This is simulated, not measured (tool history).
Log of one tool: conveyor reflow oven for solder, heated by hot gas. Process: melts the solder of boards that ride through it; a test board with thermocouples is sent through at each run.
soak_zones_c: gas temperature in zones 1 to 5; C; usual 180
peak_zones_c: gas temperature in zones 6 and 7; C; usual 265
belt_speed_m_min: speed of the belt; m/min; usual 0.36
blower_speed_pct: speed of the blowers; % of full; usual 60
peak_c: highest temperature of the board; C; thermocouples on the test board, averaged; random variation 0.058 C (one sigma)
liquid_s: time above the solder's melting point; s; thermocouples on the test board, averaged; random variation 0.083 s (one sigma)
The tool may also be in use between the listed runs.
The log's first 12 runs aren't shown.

run   hour  soak_zones_c  peak_zones_c  belt_speed_m_min  blower_speed_pct  peak_c  liquid_s
 13  155.3           180           259              0.36                60  245.14     70.74
 14  169.5           180           265              0.36                60   250.4     75.99
 15  179.8           180           265              0.36                60  250.35      75.9
 16  193.1           180           265             0.424                90  251.18     65.35
 17  205.4           176           271             0.381                50  249.99     67.74
 18  220.4           180           265             0.387                60  248.33     67.82
 19  235.9           180           265             0.387                60  248.09     67.62
 20  244.1           179           265             0.331                60  252.52     85.24
 21  251.9           194           265             0.324                60  255.27     99.29
 22  260.7           194           265             0.324                60  255.22      99.3
 23  268.4           180           265             0.324                60  253.23     88.64
 24  279.1           171           258             0.343                89  248.84     76.75
 25  288.6           171           258             0.343                89  248.83     76.86
 26  303.9           171           258             0.343                89   248.9     76.97
 27  320.8           186           258             0.405                89   247.1     68.76
 28  336.5           186           258             0.405                89  247.22     68.67
 29  348.3           168           258              0.36                60  242.23     60.99
 30  357.4           177           265             0.384                57     247     65.36

Forecast each of these 3 alternatives for the next run:
  A  365.2           180           278             0.308                60       ?         ?
  B  365.2           187           265             0.394                57       ?         ?
  C  365.2           186           265             0.329                66       ?         ?

run  peak_c  liquid_s
  A  266.27    103.86
  B  248.37     69.67
  C  254.82     92.39
Without the tool's hidden state the same runs would have given:
run  peak_c  liquid_s
  A  266.26    103.86
  B  248.36     69.67
  C  254.81     92.39
